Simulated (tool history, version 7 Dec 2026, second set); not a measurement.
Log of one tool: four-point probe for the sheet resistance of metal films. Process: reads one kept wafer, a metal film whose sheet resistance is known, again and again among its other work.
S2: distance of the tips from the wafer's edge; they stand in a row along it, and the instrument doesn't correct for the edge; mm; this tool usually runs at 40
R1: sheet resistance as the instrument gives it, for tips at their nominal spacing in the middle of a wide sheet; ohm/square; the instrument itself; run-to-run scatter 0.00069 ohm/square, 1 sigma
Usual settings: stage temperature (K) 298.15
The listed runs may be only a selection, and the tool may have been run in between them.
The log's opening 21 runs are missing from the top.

Run 22, hour 373.3: usual settings but stage temperature (K) 293.15. Result: R1 3.489888 ohm/square.
Run 23, hour 390.7: usual settings. Result: R1 3.482987 ohm/square.
Run 24, hour 402.0: usual settings but S2 4 mm. Result: R1 3.661512 ohm/square.
Run 25, hour 416.1: usual settings but S2 4 mm. Result: R1 3.661447 ohm/square.
Run 26, hour 430.7: usual settings but S2 4 mm. Result: R1 3.662425 ohm/square.
Run 27, hour 454.4: usual settings but stage temperature (K) 295.15, S2 70 mm. Result: R1 3.485906 ohm/square.
Run 28, hour 474.9: usual settings but stage temperature (K) 295.15, S2 70 mm. Result: R1 3.486278 ohm/square.
Run 29, hour 498.1: usual settings but stage temperature (K) 292.15, S2 10 mm. Result: R1 3.519948 ohm/square.
Run 30, hour 518.9: usual settings but stage temperature (K) 292.15, S2 7 mm. Result: R1 3.550320 ohm/square.
Run 31, hour 540.0: usual settings but stage temperature (K) 292.15, S2 12 mm. Result: R1 3.510348 ohm/square.
Run 32, hour 563.0: usual settings but stage temperature (K) 307.15, S2 29 mm. Result: R1 3.476338 ohm/square.
Run 33, hour 573.8: usual settings but stage temperature (K) 295.15, S2 19 mm. Result: R1 3.493849 ohm/square.
Run 34, hour 594.1: usual settings but stage temperature (K) 295.15, S2 19 mm. Result: R1 3.494684 ohm/square.
Run 35, hour 610.4: usual settings but stage temperature (K) 295.15, S2 19 mm. Result: R1 3.493750 ohm/square.
Run 36, hour 629.7: usual settings but stage temperature (K) 295.15, S2 19 mm. Result: R1 3.493393 ohm/square.
Run 37, hour 652.9: usual settings but stage temperature (K) 295.15, S2 4 mm. Result: R1 3.664646 ohm/square.
Run 38, hour 669.6: usual settings but stage temperature (K) 293.15, S2 4 mm. Result: R1 3.668013 ohm/square.
Run 39, hour 689.2: usual settings but stage temperature (K) 293.15, S2 4 mm. Result: R1 3.668136 ohm/square.
Run 40, hour 707.0: usual settings but stage temperature (K) 302.15. Result: R1 3.479622 ohm/square.
Run 41, hour 727.1: usual settings but stage temperature (K) 295.15, S2 6 mm. Result: R1 3.568074 ohm/square.
Run 42, hour 745.3: usual settings but stage temperature (K) 295.15, S2 6 mm. Result: R1 3.567573 ohm/square.
Run 43, hour 761.0: usual settings but stage temperature (K) 295.15, S2 6 mm. Result: R1 3.568705 ohm/square.
Run 44, hour 780.6: usual settings but stage temperature (K) 295.15, S2 6 mm. Result: R1 3.567820 ohm/square.
Run 45, hour 802.0: usual settings but stage temperature (K) 295.15, S2 30 mm. Result: R1 3.490007 ohm/square.

Alternative continuations, all from the tool just after run 45; predict every row:
Run A, hour 812.7: usual settings but stage temperature (K) 305.15, S2 10 mm. Result: R1 ?.
Run B, hour 812.7: usual settings but stage temperature (K) 295.15, S2 24 mm. Result: R1 ?.
Run C, hour 812.7: usual settings but stage temperature (K) 295.15, S2 42 mm. Result: R1 ?.

run        R1
  A  3.503878
  B  3.490663
  C  3.488859
Had the tool no hidden state, the same runs would have come out as:
run        R1
  A  3.484951
  B  3.471818
  C  3.470022
